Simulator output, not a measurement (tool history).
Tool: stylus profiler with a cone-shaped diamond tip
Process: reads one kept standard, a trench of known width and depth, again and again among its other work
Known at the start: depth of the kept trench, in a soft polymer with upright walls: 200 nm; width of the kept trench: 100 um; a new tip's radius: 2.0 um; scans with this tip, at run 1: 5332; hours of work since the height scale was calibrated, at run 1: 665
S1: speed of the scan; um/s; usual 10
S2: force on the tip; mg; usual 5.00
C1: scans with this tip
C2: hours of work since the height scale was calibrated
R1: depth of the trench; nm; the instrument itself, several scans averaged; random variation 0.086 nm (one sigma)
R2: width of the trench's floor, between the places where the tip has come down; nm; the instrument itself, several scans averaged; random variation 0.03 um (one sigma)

{"run": 1, "hour": 0.0, "S1": 10, "S2": 5.0, "C1": 5332, "C2": 665, "R1": 204.68, "R2": 97260}
{"run": 2, "hour": 62.8, "S1": 10, "S2": 5.0, "C1": 5653, "C2": 705, "R1": 204.75, "R2": 97240}
{"run": 3, "hour": 138.8, "S1": 10, "S2": 3.94, "C1": 6042, "C2": 753, "R1": 203.85, "R2": 97180}
{"run": 4, "hour": 197.7, "S1": 22, "S2": 3.94, "C1": 6343, "C2": 791, "R1": 203.89, "R2": 97080}
{"hour": 223.1, "done": "height scale calibrated on a step standard"}
{"run": 5, "hour": 274.8, "S1": 22, "S2": 3.94, "C1": 6735, "C2": 33, "R1": 203.35, "R2": 97000}
{"run": 6, "hour": 362.7, "S1": 22, "S2": 3.94, "C1": 7184, "C2": 89, "R1": 203.34, "R2": 96970}
{"run": 7, "hour": 409.2, "S1": 22, "S2": 3.94, "C1": 7422, "C2": 119, "R1": 203.38, "R2": 96940}
{"run": 8, "hour": 486.4, "S1": 22, "S2": 3.94, "C1": 7817, "C2": 168, "R1": 203.54, "R2": 96870}
{"run": 9, "hour": 533.5, "S1": 22, "S2": 3.94, "C1": 8058, "C2": 198, "R1": 203.35, "R2": 96850}
{"run": 10, "hour": 584.4, "S1": 22, "S2": 3.94, "C1": 8318, "C2": 230, "R1": 203.47, "R2": 96860}
{"hour": 655.0, "done": "height scale calibrated on a step standard, once more"}
{"run": 11, "hour": 655.0, "S1": 10, "S2": 2.25, "C1": 8677, "C2": 0, "R1": 203.28, "R2": 96820}
{"hour": 725.7, "done": "new tip fitted, height scale calibrated"}
{"run": 12, "hour": 734.9, "S1": 10, "S2": 11.44, "C1": 47, "C2": 6, "R1": 209.36, "R2": 98230}
{"run": 13, "hour": 806.4, "S1": 10, "S2": 11.44, "C1": 413, "C2": 51, "R1": 209.15, "R2": 98160}
{"run": 14, "hour": 876.3, "S1": 10, "S2": 6.33, "C1": 770, "C2": 96, "R1": 206.24, "R2": 98030}
{"run": 15, "hour": 941.5, "S1": 10, "S2": 4.11, "C1": 1104, "C2": 138, "R1": 204.7, "R2": 97970}
{"run": 16, "hour": 1042.7, "S1": 10, "S2": 8.46, "C1": 1621, "C2": 202, "R1": 207.66, "R2": 97890}
{"run": 17, "hour": 1116.0, "S1": 10, "S2": 8.46, "C1": 1996, "C2": 249, "R1": 207.49, "R2": 97860}
{"run": 18, "hour": 1179.6, "S1": 10, "S2": 8.46, "C1": 2321, "C2": 289, "R1": 207.37, "R2": 97740}
{"run": 19, "hour": 1278.6, "S1": 10, "S2": 8.46, "C1": 2828, "C2": 352, "R1": 207.33, "R2": 97680}
{"run": 20, "hour": 1346.1, "S1": 3, "S2": 5.0, "C1": 3173, "C2": 395, "R1": 205.19, "R2": 97600}
{"run": 21, "hour": 1392.4, "S1": 10, "S2": 11.28, "C1": 3410, "C2": 425, "R1": 208.89, "R2": 97590}
{"run": 22, "hour": 1489.2, "S1": 10, "S2": 11.28, "C1": 3905, "C2": 487, "R1": 208.95, "R2": 97460}
{"run": 23, "hour": 1549.1, "S1": 10, "S2": 11.28, "C1": 4211, "C2": 525, "R1": 208.74, "R2": 97430}
{"run": 24, "hour": 1648.2, "S1": 13, "S2": 3.06, "C1": 4718, "C2": 588, "R1": 203.37, "R2": 97370}
{"run": 25, "hour": 1719.4, "S1": 13, "S2": 3.06, "C1": 5082, "C2": 633, "R1": 203.26, "R2": 97280}
{"run": 26, "hour": 1762.5, "S1": 40, "S2": 2.4, "C1": 5302, "C2": 661, "R1": 202.92, "R2": 97160}
{"run": 27, "hour": 1842.0, "S1": 40, "S2": 2.4, "C1": 5709, "C2": 712, "R1": 202.82, "R2": 97040}
{"run": 28, "hour": 1898.6, "S1": 12, "S2": 12.31, "C1": 5999, "C2": 748, "R1": 209.27, "R2": 97180}
{"hour": 1991.9, "done": "height scale calibrated on a step standard"}
{"run": 29, "hour": 1995.5, "S1": 12, "S2": 12.31, "C1": 6492, "C2": 2, "R1": 209.93, "R2": 97080}
{"run": 30, "hour": 2040.3, "S1": 34, "S2": 1.75, "C1": 6720, "C2": 31, "R1": 202.8, "R2": 96940}
{"run": 31, "hour": 2135.1, "S1": 34, "S2": 1.75, "C1": 7206, "C2": 91, "R1": 202.55, "R2": 96840}
{"run": 32, "hour": 2212.4, "S1": 20, "S2": 11.57, "C1": 7601, "C2": 141, "R1": 209.33, "R2": 96860}
{"run": 33, "hour": 2260.9, "S1": 20, "S2": 11.57, "C1": 7849, "C2": 171, "R1": 209.36, "R2": 96920}
{"run": 34, "hour": 2314.8, "S1": 4, "S2": 5.38, "C1": 8125, "C2": 206, "R1": 205.53, "R2": 96890}
{"run": 35, "hour": 2375.7, "S1": 29, "S2": 9.18, "C1": 8436, "C2": 245, "R1": 207.82, "R2": 96800}
{"run": 36, "hour": 2454.1, "S1": 29, "S2": 9.18, "C1": 8837, "C2": 295, "R1": 207.82, "R2": 96770}
{"hour": 2492.6, "done": "new tip fitted, height scale calibrated"}
{"run": 37, "hour": 2514.0, "S1": 31, "S2": 13.44, "C1": 110, "C2": 14, "R1": 210.44, "R2": 98190}
{"run": 38, "hour": 2603.2, "S1": 31, "S2": 13.44, "C1": 566, "C2": 71, "R1": 210.23, "R2": 98120}
{"run": 39, "hour": 2704.8, "S1": 31, "S2": 13.44, "C1": 1086, "C2": 135, "R1": 210.47, "R2": 97960}
{"run": 40, "hour": 2766.5, "S1": 31, "S2": 13.44, "C1": 1401, "C2": 175, "R1": 210.15, "R2": 97970}
{"run": 41, "hour": 2859.7, "S1": 2, "S2": 1.91, "C1": 1878, "C2": 234, "R1": 202.61, "R2": 97870}
{"run": 42, "hour": 2960.5, "S1": 31, "S2": 2.68, "C1": 2394, "C2": 298, "R1": 203.28, "R2": 97660}
{"run": 43, "hour": 3037.5, "S1": 4, "S2": 8.39, "C1": 2787, "C2": 347, "R1": 207.28, "R2": 97710}
{"run": 44, "hour": 3100.5, "S1": 5, "S2": 4.98, "C1": 3110, "C2": 388, "R1": 205.01, "R2": 97650}
{"run": 45, "hour": 3153.2, "S1": 5, "S2": 4.98, "C1": 3379, "C2": 421, "R1": 204.99, "R2": 97630}

Measured less the same run without the tool's hidden state. The same run-to-run variation is in both; the gauge's scatter may not be:
The hidden state here: radius of the tip, um; height scale over the true one, %; drift of the gauge itself on depth_nm, %; drift of the gauge itself on floor_um, %.
run=1 R1=-0.63 R2=-940
run=2 R1=-0.66 R2=-990
run=3 R1=-0.71 R2=-1050
run=4 R1=-0.74 R2=-1090
run=5 R1=-1.05 R2=-1150
run=6 R1=-1.10 R2=-1210
run=7 R1=-1.14 R2=-1250
run=8 R1=-1.17 R2=-1290
run=9 R1=-1.19 R2=-1330
run=10 R1=-1.23 R2=-1360
run=11 R1=+0.02 R2=-1410
run=12 R1=+0.04 R2=+0
run=13 R1=+0.00 R2=-80
run=14 R1=-0.05 R2=-170
run=15 R1=-0.08 R2=-230
run=16 R1=-0.14 R2=-340
run=17 R1=-0.18 R2=-410
run=18 R1=-0.23 R2=-470
run=19 R1=-0.28 R2=-560
run=20 R1=-0.32 R2=-620
run=21 R1=-0.34 R2=-660
run=22 R1=-0.41 R2=-740
run=23 R1=-0.43 R2=-790
run=24 R1=-0.48 R2=-870
run=25 R1=-0.52 R2=-930
run=26 R1=-0.55 R2=-960
run=27 R1=-0.59 R2=-1020
run=28 R1=-0.65 R2=-1060
run=29 R1=+0.03 R2=-1140
run=30 R1=+0.00 R2=-1160
run=31 R1=-0.06 R2=-1240
run=32 R1=-0.11 R2=-1280
run=33 R1=-0.13 R2=-1320
run=34 R1=-0.16 R2=-1360
run=35 R1=-0.20 R2=-1390
run=36 R1=-0.25 R2=-1450
run=37 R1=-0.08 R2=+0
run=38 R1=-0.13 R2=-100
run=39 R1=-0.18 R2=-220
run=40 R1=-0.22 R2=-280
run=41 R1=-0.27 R2=-380
run=42 R1=-0.33 R2=-480
run=43 R1=-0.38 R2=-560
run=44 R1=-0.41 R2=-610
run=45 R1=-0.44 R2=-660

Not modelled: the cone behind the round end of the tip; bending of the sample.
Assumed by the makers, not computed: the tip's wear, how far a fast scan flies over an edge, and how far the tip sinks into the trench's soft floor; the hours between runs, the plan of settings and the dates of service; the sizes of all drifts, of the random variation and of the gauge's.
